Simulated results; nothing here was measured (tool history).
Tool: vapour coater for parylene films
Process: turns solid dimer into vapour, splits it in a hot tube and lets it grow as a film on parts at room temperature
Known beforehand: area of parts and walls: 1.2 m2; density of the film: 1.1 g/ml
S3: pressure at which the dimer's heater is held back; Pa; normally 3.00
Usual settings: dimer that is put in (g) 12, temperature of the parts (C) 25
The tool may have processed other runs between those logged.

run 1 hour=0.0 | dimer_that_is_put_in_(g)=12 temperature_of_the_parts_(C)=25 S3=3.00 | thickness_of_the_film_(nm)=5440
run 2 hour=27.5 | dimer_that_is_put_in_(g)=12 temperature_of_the_parts_(C)=25 S3=3.00 | thickness_of_the_film_(nm)=5450
run 3 hour=48.4 | dimer_that_is_put_in_(g)=12 temperature_of_the_parts_(C)=25 S3=3.00 | thickness_of_the_film_(nm)=5410
run 4 hour=84.5 | dimer_that_is_put_in_(g)=12 temperature_of_the_parts_(C)=25 S3=3.00 | thickness_of_the_film_(nm)=5460
run 5 hour=117.2 | dimer_that_is_put_in_(g)=12 temperature_of_the_parts_(C)=25 S3=3.00 | thickness_of_the_film_(nm)=5400
run 6 hour=142.9 | dimer_that_is_put_in_(g)=7 temperature_of_the_parts_(C)=25 S3=3.00 | thickness_of_the_film_(nm)=3180
run 7 hour=160.4 | dimer_that_is_put_in_(g)=7 temperature_of_the_parts_(C)=25 S3=3.00 | thickness_of_the_film_(nm)=3170
run 8 hour=192.7 | dimer_that_is_put_in_(g)=7 temperature_of_the_parts_(C)=25 S3=5.06 | thickness_of_the_film_(nm)=2830
run 9 hour=230.4 | dimer_that_is_put_in_(g)=7 temperature_of_the_parts_(C)=25 S3=5.06 | thickness_of_the_film_(nm)=2800
run 10 hour=262.5 | dimer_that_is_put_in_(g)=7 temperature_of_the_parts_(C)=25 S3=5.06 | thickness_of_the_film_(nm)=2840
run 11 hour=285.2 | dimer_that_is_put_in_(g)=6 temperature_of_the_parts_(C)=25 S3=3.00 | thickness_of_the_film_(nm)=2670
run 12 hour=304.0 | dimer_that_is_put_in_(g)=13 temperature_of_the_parts_(C)=25 S3=3.00 | thickness_of_the_film_(nm)=5810
run 13 hour=337.6 | dimer_that_is_put_in_(g)=13 temperature_of_the_parts_(C)=25 S3=3.00 | thickness_of_the_film_(nm)=5770
run 14 hour=374.9 | dimer_that_is_put_in_(g)=13 temperature_of_the_parts_(C)=25 S3=3.00 | thickness_of_the_film_(nm)=5770
run 15 hour=393.8 | dimer_that_is_put_in_(g)=13 temperature_of_the_parts_(C)=25 S3=3.00 | thickness_of_the_film_(nm)=5770
run 16 hour=412.3 | dimer_that_is_put_in_(g)=12 temperature_of_the_parts_(C)=25 S3=2.91 | thickness_of_the_film_(nm)=5300
run 17 hour=430.5 | dimer_that_is_put_in_(g)=12 temperature_of_the_parts_(C)=25 S3=2.91 | thickness_of_the_film_(nm)=5280
run 18 hour=465.4 | dimer_that_is_put_in_(g)=12 temperature_of_the_parts_(C)=25 S3=2.91 | thickness_of_the_film_(nm)=5280
run 19 hour=493.2 | dimer_that_is_put_in_(g)=12 temperature_of_the_parts_(C)=25 S3=2.91 | thickness_of_the_film_(nm)=5320
-- hour=527.4 trap's valve overhauled
run 20 hour=527.4 | dimer_that_is_put_in_(g)=12 temperature_of_the_parts_(C)=37 S3=3.00 | thickness_of_the_film_(nm)=4360
run 21 hour=550.3 | dimer_that_is_put_in_(g)=12 temperature_of_the_parts_(C)=37 S3=3.00 | thickness_of_the_film_(nm)=4390
run 22 hour=578.6 | dimer_that_is_put_in_(g)=12 temperature_of_the_parts_(C)=37 S3=3.00 | thickness_of_the_film_(nm)=4360
run 23 hour=601.1 | dimer_that_is_put_in_(g)=12 temperature_of_the_parts_(C)=25 S3=3.00 | thickness_of_the_film_(nm)=5750
run 24 hour=622.7 | dimer_that_is_put_in_(g)=22 temperature_of_the_parts_(C)=25 S3=3.00 | thickness_of_the_film_(nm)=10460
run 25 hour=656.0 | dimer_that_is_put_in_(g)=22 temperature_of_the_parts_(C)=25 S3=3.00 | thickness_of_the_film_(nm)=10410
run 26 hour=683.4 | dimer_that_is_put_in_(g)=22 temperature_of_the_parts_(C)=25 S3=3.00 | thickness_of_the_film_(nm)=10490
run 27 hour=701.9 | dimer_that_is_put_in_(g)=11 temperature_of_the_parts_(C)=24 S3=8.82 | thickness_of_the_film_(nm)=4350
run 28 hour=735.0 | dimer_that_is_put_in_(g)=12 temperature_of_the_parts_(C)=21 S3=4.44 | thickness_of_the_film_(nm)=5820
run 29 hour=764.1 | dimer_that_is_put_in_(g)=12 temperature_of_the_parts_(C)=21 S3=4.44 | thickness_of_the_film_(nm)=5740
run 30 hour=785.8 | dimer_that_is_put_in_(g)=10 temperature_of_the_parts_(C)=23 S3=2.43 | thickness_of_the_film_(nm)=5130
run 31 hour=814.2 | dimer_that_is_put_in_(g)=10 temperature_of_the_parts_(C)=23 S3=2.43 | thickness_of_the_film_(nm)=5120
run 32 hour=848.4 | dimer_that_is_put_in_(g)=12 temperature_of_the_parts_(C)=18 S3=8.42 | thickness_of_the_film_(nm)=5420
run 33 hour=876.4 | dimer_that_is_put_in_(g)=15 temperature_of_the_parts_(C)=21 S3=7.21 | thickness_of_the_film_(nm)=6500
run 34 hour=895.0 | dimer_that_is_put_in_(g)=15 temperature_of_the_parts_(C)=21 S3=7.21 | thickness_of_the_film_(nm)=6510
run 35 hour=927.9 | dimer_that_is_put_in_(g)=10 temperature_of_the_parts_(C)=19 S3=3.00 | thickness_of_the_film_(nm)=5360
run 36 hour=956.6 | dimer_that_is_put_in_(g)=10 temperature_of_the_parts_(C)=19 S3=3.00 | thickness_of_the_film_(nm)=5350
run 37 hour=994.3 | dimer_that_is_put_in_(g)=10 temperature_of_the_parts_(C)=29 S3=3.13 | thickness_of_the_film_(nm)=4220
run 38 hour=1013.3 | dimer_that_is_put_in_(g)=19 temperature_of_the_parts_(C)=25 S3=5.04 | thickness_of_the_film_(nm)=7940
run 39 hour=1034.5 | dimer_that_is_put_in_(g)=5 temperature_of_the_parts_(C)=29 S3=7.98 | thickness_of_the_film_(nm)=1740
run 40 hour=1058.6 | dimer_that_is_put_in_(g)=14 temperature_of_the_parts_(C)=29 S3=7.98 | thickness_of_the_film_(nm)=4890
run 41 hour=1094.7 | dimer_that_is_put_in_(g)=14 temperature_of_the_parts_(C)=29 S3=7.98 | thickness_of_the_film_(nm)=4880
run 42 hour=1114.4 | dimer_that_is_put_in_(g)=20 temperature_of_the_parts_(C)=34 S3=8.70 | thickness_of_the_film_(nm)=6090
run 43 hour=1146.5 | dimer_that_is_put_in_(g)=12 temperature_of_the_parts_(C)=26 S3=3.44 | thickness_of_the_film_(nm)=5290
run 44 hour=1166.2 | dimer_that_is_put_in_(g)=12 temperature_of_the_parts_(C)=26 S3=2.97 | thickness_of_the_film_(nm)=5370
run 45 hour=1195.7 | dimer_that_is_put_in_(g)=21 temperature_of_the_parts_(C)=26 S3=2.97 | thickness_of_the_film_(nm)=9390
run 46 hour=1223.0 | dimer_that_is_put_in_(g)=6 temperature_of_the_parts_(C)=25 S3=3.00 | thickness_of_the_film_(nm)=2740
run 47 hour=1243.1 | dimer_that_is_put_in_(g)=6 temperature_of_the_parts_(C)=34 S3=3.00 | thickness_of_the_film_(nm)=2230
run 48 hour=1278.9 | dimer_that_is_put_in_(g)=6 temperature_of_the_parts_(C)=34 S3=3.00 | thickness_of_the_film_(nm)=2210

Branching from run 48: 3 alternative next runs. What would each branch give?
run A hour=1301.9 | dimer_that_is_put_in_(g)=20 temperature_of_the_parts_(C)=36 S3=3.94 | thickness_of_the_film_(nm)=?
run B hour=1301.9 | dimer_that_is_put_in_(g)=5 temperature_of_the_parts_(C)=19 S3=11.78 | thickness_of_the_film_(nm)=?
run C hour=1301.9 | dimer_that_is_put_in_(g)=11 temperature_of_the_parts_(C)=19 S3=3.14 | thickness_of_the_film_(nm)=?

run=A thickness_of_the_film_(nm)=6620
run=B thickness_of_the_film_(nm)=2040
run=C thickness_of_the_film_(nm)=5720
With the hidden condition removed and each run's random variation left untouched, the same runs would have given:
run=A thickness_of_the_film_(nm)=7010
run=B thickness_of_the_film_(nm)=2150
run=C thickness_of_the_film_(nm)=6050
